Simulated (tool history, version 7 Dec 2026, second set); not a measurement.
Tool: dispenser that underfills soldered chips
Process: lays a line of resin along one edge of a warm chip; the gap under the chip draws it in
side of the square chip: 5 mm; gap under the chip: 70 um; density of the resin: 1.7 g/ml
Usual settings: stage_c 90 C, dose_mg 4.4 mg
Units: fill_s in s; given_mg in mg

run 1 hour=0 | stage_c=90 dose_mg=4.4 | fill_s=38.3 given_mg=4.38
-- hour=4 new syringe of resin
run 2 hour=13.3 | stage_c=90 dose_mg=4.25 | fill_s=34.4 given_mg=4.2
-- hour=20.4 new syringe of resin
run 3 hour=25.3 | stage_c=78 dose_mg=4.25 | fill_s=45.3 given_mg=4.16
run 4 hour=33.6 | stage_c=79 dose_mg=4.4 | fill_s=60.7 given_mg=4.29
-- hour=36.7 new syringe of resin
run 5 hour=39.7 | stage_c=79 dose_mg=4.4 | fill_s=39.4 given_mg=4.27
-- hour=52.4 new syringe of resin
run 6 hour=52.7 | stage_c=79 dose_mg=4.99 | fill_s=34.8 given_mg=4.84
run 7 hour=58.6 | stage_c=79 dose_mg=4.99 | fill_s=45.1 given_mg=4.81
-- hour=68.1 new syringe of resin
run 8 hour=69.4 | stage_c=79 dose_mg=4.99 | fill_s=36.4 given_mg=4.8
run 9 hour=75.7 | stage_c=90 dose_mg=3.9 | fill_s=33 given_mg=3.73
-- hour=83.9 new syringe of resin
run 10 hour=88.1 | stage_c=90 dose_mg=3.9 | fill_s=28.6 given_mg=3.71
run 11 hour=96.3 | stage_c=90 dose_mg=3.9 | fill_s=40.7 given_mg=3.73
-- hour=99.9 new syringe of resin
run 12 hour=104.7 | stage_c=90 dose_mg=3.9 | fill_s=29.7 given_mg=3.65
run 13 hour=110.6 | stage_c=90 dose_mg=4.4 | fill_s=36.5 given_mg=4.15
-- hour=115.9 new syringe of resin
run 14 hour=120 | stage_c=85 dose_mg=4.4 | fill_s=33.8 given_mg=4.12
-- hour=131.9 new syringe of resin
run 15 hour=131.9 | stage_c=85 dose_mg=4.4 | fill_s=28.4 given_mg=4.08
run 16 hour=140.5 | stage_c=85 dose_mg=4.4 | fill_s=41 given_mg=4.04
-- hour=146.2 dispensing valve cleaned and set on the balance
-- hour=148.5 new syringe of resin
run 17 hour=148.5 | stage_c=85 dose_mg=4.4 | fill_s=27.8 given_mg=4.4
run 18 hour=159.6 | stage_c=90 dose_mg=4.1 | fill_s=37.5 given_mg=4.07
-- hour=164.1 new syringe of resin
run 19 hour=171.2 | stage_c=90 dose_mg=4.1 | fill_s=32.1 given_mg=3.99
-- hour=179.9 new syringe of resin
run 20 hour=180.3 | stage_c=81 dose_mg=5.43 | fill_s=33 given_mg=5.34
run 21 hour=191 | stage_c=96 dose_mg=5.25 | fill_s=29.1 given_mg=5.14
-- hour=195.7 new syringe of resin
run 22 hour=197.2 | stage_c=88 dose_mg=4.95 | fill_s=25.9 given_mg=4.8
run 23 hour=204.7 | stage_c=92 dose_mg=4.01 | fill_s=32 given_mg=3.88
-- hour=211.4 new syringe of resin
run 24 hour=217.2 | stage_c=98 dose_mg=4.44 | fill_s=22 given_mg=4.24
-- hour=227.5 new syringe of resin
run 25 hour=227.6 | stage_c=101 dose_mg=4.75 | fill_s=15.1 given_mg=4.54
run 26 hour=234.2 | stage_c=99 dose_mg=4.2 | fill_s=22.2 given_mg=4.02
-- hour=243.5 new syringe of resin
run 27 hour=243.7 | stage_c=86 dose_mg=4.4 | fill_s=27.7 given_mg=4.17
-- hour=251.8 stage's temperature calibrated
run 28 hour=251.8 | stage_c=83 dose_mg=4.08 | fill_s=39.4 given_mg=3.85
run 29 hour=258.3 | stage_c=83 dose_mg=4.17 | fill_s=52.3 given_mg=3.92
-- hour=260.2 new syringe of resin
run 30 hour=269.4 | stage_c=81 dose_mg=5.47 | fill_s=45.3 given_mg=5.1
-- hour=276.3 new syringe of resin
run 31 hour=280.4 | stage_c=92 dose_mg=5.39 | fill_s=23.8 given_mg=5.03
run 32 hour=287.8 | stage_c=90 dose_mg=4.77 | fill_s=34.7 given_mg=4.44
-- hour=292.3 new syringe of resin
run 33 hour=296.8 | stage_c=90 dose_mg=4.77 | fill_s=26.3 given_mg=4.4
-- hour=306.6 dispensing valve cleaned and set on the balance
-- hour=308.8 new syringe of resin
run 34 hour=311.3 | stage_c=75 dose_mg=4.73 | fill_s=43.7 given_mg=4.74
run 35 hour=317.4 | stage_c=75 dose_mg=4.73 | fill_s=55.8 given_mg=4.7

Forecast each of these 3 alternatives for the next run:
-- hour=324.5 new syringe of resin
run A hour=326.2 | stage_c=83 dose_mg=5.69 | fill_s=? given_mg=?
-- hour=324.5 new syringe of resin
run B hour=326.2 | stage_c=92 dose_mg=4.4 | fill_s=? given_mg=?
-- hour=324.5 new syringe of resin
run C hour=326.2 | stage_c=79 dose_mg=4.65 | fill_s=? given_mg=?

run=A fill_s=29.6 given_mg=5.67
run=B fill_s=22.3 given_mg=4.38
run=C fill_s=36.1 given_mg=4.61
Without the tool's hidden state the same runs would have given:
run=A fill_s=27.8 given_mg=5.71
run=B fill_s=21 given_mg=4.41
run=C fill_s=34 given_mg=4.64
